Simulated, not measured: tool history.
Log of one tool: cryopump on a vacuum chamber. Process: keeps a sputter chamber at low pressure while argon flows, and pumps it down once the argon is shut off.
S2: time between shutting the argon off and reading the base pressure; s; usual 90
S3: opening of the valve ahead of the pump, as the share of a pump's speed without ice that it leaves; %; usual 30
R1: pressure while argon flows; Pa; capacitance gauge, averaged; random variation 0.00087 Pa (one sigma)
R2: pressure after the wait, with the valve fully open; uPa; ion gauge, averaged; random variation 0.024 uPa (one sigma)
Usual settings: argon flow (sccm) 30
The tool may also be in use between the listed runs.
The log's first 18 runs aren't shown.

Run 19, hour 223.9: usual settings but argon flow (sccm) 55, S2 102 s, S3 54 %. Result: R1 0.1978 Pa, R2 2.60 uPa.
Run 20, hour 234.1: usual settings but argon flow (sccm) 55, S2 299 s, S3 54 %. Result: R1 0.1963 Pa, R2 2.25 uPa.
Run 21, hour 249.3: usual settings but argon flow (sccm) 55, S3 20 %. Result: R1 0.5074 Pa, R2 2.62 uPa.
Run 22, hour 265.4: usual settings but argon flow (sccm) 43, S2 136 s, S3 27 %. Result: R1 0.2961 Pa, R2 2.47 uPa.
Run 23, hour 282.9: usual settings but argon flow (sccm) 43, S2 136 s, S3 27 %. Result: R1 0.2988 Pa, R2 2.40 uPa.
Run 24, hour 294.7: usual settings but argon flow (sccm) 39, S2 91 s, S3 26 %. Result: R1 0.2806 Pa, R2 2.69 uPa.
Run 25, hour 307.0: usual settings but argon flow (sccm) 39, S2 91 s, S3 26 %. Result: R1 0.2784 Pa, R2 2.60 uPa.
Run 26, hour 323.7: usual settings but S2 45 s, S3 26 %. Result: R1 0.2161 Pa, R2 3.41 uPa.
Run 27, hour 332.2: usual settings but S2 45 s, S3 18 %. Result: R1 0.3087 Pa, R2 3.27 uPa.
Run 28, hour 348.8: usual settings but argon flow (sccm) 38, S2 45 s, S3 18 %. Result: R1 0.3884 Pa, R2 3.33 uPa.
Run 29, hour 362.0: usual settings but argon flow (sccm) 18, S3 51 %. Result: R1 0.0691 Pa, R2 2.75 uPa.
Run 30, hour 373.1: usual settings but argon flow (sccm) 18, S3 51 %. Result: R1 0.0691 Pa, R2 2.82 uPa.
Run 31, hour 383.0: usual settings but argon flow (sccm) 36, S2 91 s, S3 44 %. Result: R1 0.1568 Pa, R2 2.79 uPa.
Run 32, hour 400.9: usual settings but argon flow (sccm) 36, S2 91 s, S3 44 %. Result: R1 0.1581 Pa, R2 2.84 uPa.
Run 33, hour 412.3: usual settings but argon flow (sccm) 36, S2 91 s, S3 44 %. Result: R1 0.1593 Pa, R2 2.80 uPa.
Run 34, hour 423.2: usual settings but argon flow (sccm) 50, S2 33 s. Result: R1 0.3162 Pa, R2 3.82 uPa.

3 ways to go on from here, each from the tool as it stands after run 34. What would each give?
Run A, hour 441.2: usual settings but argon flow (sccm) 39, S2 111 s. Result: R1 ?, R2 ?.
Run B, hour 441.2: usual settings but argon flow (sccm) 33, S2 33 s, S3 25 %. Result: R1 ?, R2 ?.
Run C, hour 441.2: usual settings but argon flow (sccm) 51, S3 25 %. Result: R1 ?, R2 ?.

run      R1    R2
  A  0.2474  2.85
  B  0.2475  3.87
  C  0.3831  2.93
Without the tool's hidden state the same runs would have given:
run      R1    R2
  A  0.2328  0.81
  B  0.2352  1.88
  C  0.3640  0.91

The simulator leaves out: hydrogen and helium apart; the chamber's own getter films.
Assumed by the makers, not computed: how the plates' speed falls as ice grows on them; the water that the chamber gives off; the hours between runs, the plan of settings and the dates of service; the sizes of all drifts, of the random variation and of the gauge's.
